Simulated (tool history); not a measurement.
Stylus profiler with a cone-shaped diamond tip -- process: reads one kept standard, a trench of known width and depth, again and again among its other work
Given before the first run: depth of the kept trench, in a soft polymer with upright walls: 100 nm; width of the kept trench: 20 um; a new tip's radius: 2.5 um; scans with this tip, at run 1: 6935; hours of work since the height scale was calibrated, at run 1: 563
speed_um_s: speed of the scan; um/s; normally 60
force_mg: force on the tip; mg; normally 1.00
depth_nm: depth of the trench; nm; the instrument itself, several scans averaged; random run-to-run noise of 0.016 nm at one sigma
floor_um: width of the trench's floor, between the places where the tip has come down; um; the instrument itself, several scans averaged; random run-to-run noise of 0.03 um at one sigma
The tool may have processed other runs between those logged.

run,day,speed_um_s,force_mg,scans with this tip,hours of work since the height scale was calibrated,depth_nm,floor_um
1,0.000,60,1.00,6935,563,100.48,18.24
2,0.354,203,1.00,7014,569,100.47,17.51
3,0.775,203,1.00,7109,577,100.44,17.51
4,1.188,203,1.00,7201,584,100.47,17.57
5,1.750,38,1.00,7327,595,100.48,18.29
6,2.288,38,1.00,7448,604,100.48,18.33
7,2.833,38,1.00,7570,614,100.45,18.33
8,3.233,38,1.00,7659,622,100.46,18.32
# day 3.296: height scale calibrated on a step standard
9,4.025,60,0.66,7833,13,100.42,18.13
# day 4.512: height scale calibrated on a step standard, once more
10,4.512,60,1.00,7937,0,100.39,18.31
11,5.179,60,1.00,8086,12,100.41,18.23
12,5.854,60,1.00,8238,24,100.40,18.26
13,6.225,60,1.00,8321,31,100.39,18.24
14,6.821,60,1.00,8454,42,100.43,18.19
15,7.583,61,0.86,8625,56,100.37,18.14
16,8.088,77,0.62,8738,65,100.30,18.04
17,8.442,77,0.62,8817,71,100.31,18.05
18,9.112,22,0.37,8968,84,100.21,18.37
19,9.833,22,0.38,9129,97,100.24,18.35
20,10.425,151,0.36,9262,108,100.20,17.32
21,10.975,60,0.41,9385,117,100.26,18.08
22,11.596,77,1.21,9524,129,100.50,18.09
23,11.933,77,1.21,9600,135,100.43,18.11
24,12.354,37,2.54,9694,143,100.78,18.32
25,12.821,37,2.54,9798,151,100.79,18.42
26,13.183,37,2.54,9880,158,100.77,18.43

Describe how what the log doesn't record of the tool's condition differs between the last listed run preceding each entry between runs and the first listed run following it.
Run 8 -> run 9: height scale calibrated on a step standard (day 3.296)
  radius of the tip, um: 2.86 -> 2.87; height scale over the true one, %: 0.059 -> 0.095
  the result without the hidden state subtracted from the measured one, depth_nm: +0.06 -> +0.10 nm; floor_um: -0.10 -> -0.10 um
Run 9 -> run 10: height scale calibrated on a step standard, once more (day 4.512)
  radius of the tip, um: 2.87 -> 2.88; height scale over the true one, %: 0.095 -> -0.01
  the result without the hidden state subtracted from the measured one, depth_nm: +0.10 -> -0.01 nm; floor_um: -0.10 -> -0.11 um
